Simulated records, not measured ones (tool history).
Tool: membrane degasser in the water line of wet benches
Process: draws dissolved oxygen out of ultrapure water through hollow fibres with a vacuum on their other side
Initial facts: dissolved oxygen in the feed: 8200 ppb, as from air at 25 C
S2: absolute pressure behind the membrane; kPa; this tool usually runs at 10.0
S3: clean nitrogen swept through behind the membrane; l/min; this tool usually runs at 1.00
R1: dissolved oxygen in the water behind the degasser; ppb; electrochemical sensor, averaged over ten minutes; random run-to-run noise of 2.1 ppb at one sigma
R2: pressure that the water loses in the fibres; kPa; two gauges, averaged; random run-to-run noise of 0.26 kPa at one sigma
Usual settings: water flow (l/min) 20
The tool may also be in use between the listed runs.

Run 1, hour 0.0: usual settings. Result: R1 298.1 ppb, R2 69.50 kPa.
Run 2, hour 70.7: usual settings. Result: R1 300.0 ppb, R2 69.52 kPa.
Run 3, hour 184.7: usual settings. Result: R1 298.4 ppb, R2 69.31 kPa.
Run 4, hour 276.7: usual settings. Result: R1 300.5 ppb, R2 69.53 kPa.
Run 5, hour 401.9: usual settings but S3 1.86 l/min. Result: R1 174.0 ppb, R2 68.70 kPa.
Run 6, hour 527.9: usual settings but S3 2.83 l/min. Result: R1 118.0 ppb, R2 68.79 kPa.
Run 7, hour 650.3: usual settings but water flow (l/min) 26. Result: R1 377.2 ppb, R2 89.28 kPa.
Run 8, hour 715.6: usual settings. Result: R1 298.0 ppb, R2 68.84 kPa.
Run 9, hour 820.2: usual settings but S3 2.40 l/min. Result: R1 136.3 ppb, R2 68.19 kPa.
Run 10, hour 901.0: usual settings but S3 2.22 l/min. Result: R1 146.5 ppb, R2 67.70 kPa.
Run 11, hour 1033.5: usual settings but S3 2.22 l/min. Result: R1 147.5 ppb, R2 68.36 kPa.
Run 12, hour 1099.6: usual settings but S2 21.8 kPa. Result: R1 765.9 ppb, R2 68.21 kPa.
Run 13, hour 1209.5: usual settings but S2 21.8 kPa. Result: R1 766.3 ppb, R2 68.26 kPa.
At hour 1233.5: gauge calibrated.
Run 14, hour 1276.4: usual settings. Result: R1 299.5 ppb, R2 69.56 kPa.
Run 15, hour 1353.4: usual settings. Result: R1 300.2 ppb, R2 69.33 kPa.
Run 16, hour 1410.6: usual settings. Result: R1 297.0 ppb, R2 68.93 kPa.
At hour 1503.8: seals of the vacuum lines changed.
Run 17, hour 1506.0: usual settings. Result: R1 295.8 ppb, R2 68.76 kPa.
Run 18, hour 1587.2: usual settings but water flow (l/min) 17, S3 1.42 l/min. Result: R1 188.6 ppb, R2 58.66 kPa.
Run 19, hour 1702.0: usual settings but water flow (l/min) 17, S3 0.63 l/min. Result: R1 383.8 ppb, R2 58.76 kPa.
Run 20, hour 1797.6: usual settings but water flow (l/min) 18, S2 18.5 kPa, S3 2.53 l/min. Result: R1 259.8 ppb, R2 61.97 kPa.
Run 21, hour 1927.7: usual settings but S2 7.6 kPa. Result: R1 194.1 ppb, R2 68.90 kPa.
Run 22, hour 2042.1: usual settings but water flow (l/min) 17, S2 22.1 kPa. Result: R1 671.6 ppb, R2 57.97 kPa.
Run 23, hour 2181.7: usual settings but water flow (l/min) 17, S2 22.1 kPa. Result: R1 679.4 ppb, R2 57.54 kPa.
Run 24, hour 2253.8: usual settings but water flow (l/min) 22, S2 6.2 kPa. Result: R1 150.3 ppb, R2 74.91 kPa.
Run 25, hour 2380.3: usual settings but water flow (l/min) 22, S2 6.2 kPa. Result: R1 150.7 ppb, R2 74.40 kPa.
Run 26, hour 2442.0: usual settings but water flow (l/min) 16, S2 15.2 kPa, S3 0.63 l/min. Result: R1 625.3 ppb, R2 54.22 kPa.
Run 27, hour 2547.3: usual settings but water flow (l/min) 28, S3 1.49 l/min. Result: R1 293.1 ppb, R2 95.15 kPa.
Run 28, hour 2626.6: usual settings but water flow (l/min) 28, S3 1.49 l/min. Result: R1 291.6 ppb, R2 94.93 kPa.
Run 29, hour 2736.8: usual settings but water flow (l/min) 28, S2 14.2 kPa, S3 1.49 l/min. Result: R1 453.2 ppb, R2 94.44 kPa.
Run 30, hour 2872.2: usual settings but water flow (l/min) 15, S3 0.83 l/min. Result: R1 268.5 ppb, R2 50.50 kPa.
Run 31, hour 2958.7: usual settings but S3 2.46 l/min. Result: R1 134.1 ppb, R2 67.56 kPa.
Run 32, hour 3035.6: usual settings but water flow (l/min) 24, S3 1.35 l/min. Result: R1 271.5 ppb, R2 80.38 kPa.

Below, some changes in R2 between adjacent runs. For each, the amount present without the hidden state too (settings, incoming material, random variation) and the amount remaining for the hidden state with gauge scatter not shared by both compared results:
What the log doesn't record here: membrane still open, %; true pressure behind the membrane over the reading, kPa; air that leaks in behind the membrane, l/min; drift of the gauge itself on oxygen_ppb, %; drift of the gauge itself on loss_of_pressure_kpa, %.
Run 6 -> 7: water flow (l/min) 20 -> 26, S3 2.83 -> 1.00. R2 +20.49 kPa: hidden state -0.43, all else +20.92.
Run 13 -> 14: S2 21.8 -> 10.0, gauge calibrated. R2 +1.30 kPa: hidden state +1.61, all else -0.31.
Run 26 -> 27: water flow (l/min) 16 -> 28, S2 15.2 -> 10.0, S3 0.63 -> 1.49. R2 +40.93 kPa: hidden state -1.18, all else +42.11.
Run 29 -> 30: water flow (l/min) 28 -> 15, S2 14.2 -> 10.0, S3 1.49 -> 0.83. R2 -43.94 kPa: hidden state +1.18, all else -45.12.

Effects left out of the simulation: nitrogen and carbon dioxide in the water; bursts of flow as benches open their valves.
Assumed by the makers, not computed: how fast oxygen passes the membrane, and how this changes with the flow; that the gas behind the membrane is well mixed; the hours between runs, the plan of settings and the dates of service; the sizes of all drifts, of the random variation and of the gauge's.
